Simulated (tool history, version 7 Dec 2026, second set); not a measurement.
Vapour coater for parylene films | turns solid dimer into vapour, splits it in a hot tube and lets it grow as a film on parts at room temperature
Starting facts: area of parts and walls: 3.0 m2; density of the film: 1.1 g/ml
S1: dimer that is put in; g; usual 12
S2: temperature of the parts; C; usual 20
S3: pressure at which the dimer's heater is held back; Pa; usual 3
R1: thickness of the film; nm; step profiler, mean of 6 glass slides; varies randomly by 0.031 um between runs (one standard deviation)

Run 1, day 0: usual settings. Result: R1 2990 nm.
Run 2, day 0.958: usual settings but S2 21 C. Result: R1 2850 nm.
Run 3, day 1.504: usual settings but S2 21 C. Result: R1 2790 nm.
Run 4, day 2.133: usual settings but S1 7 g. Result: R1 1710 nm.
Run 5, day 2.583: usual settings. Result: R1 2950 nm.
Run 6, day 3.362: usual settings. Result: R1 2940 nm.
Run 7, day 4.392: usual settings. Result: R1 2840 nm.
At day 4.654: trap's valve overhauled.
Run 8, day 5.554: usual settings. Result: R1 2830 nm.
At day 6.629: trap's valve overhauled, once more.
Run 9, day 6.75: usual settings. Result: R1 2960 nm.
Run 10, day 7.588: usual settings but S2 14 C, S3 5.02 Pa. Result: R1 3310 nm.

Run 11, settings as shown, results not yet in. Your forecast:
Run 11, day 8.3: usual settings but S1 16 g, S3 2.81 Pa. Result: R1 ?.

{"run 11": {"R1": 4050}}
Were there no unlogged condition in the tool, this run, its random variation unchanged, would have produced R1 4100 nm.

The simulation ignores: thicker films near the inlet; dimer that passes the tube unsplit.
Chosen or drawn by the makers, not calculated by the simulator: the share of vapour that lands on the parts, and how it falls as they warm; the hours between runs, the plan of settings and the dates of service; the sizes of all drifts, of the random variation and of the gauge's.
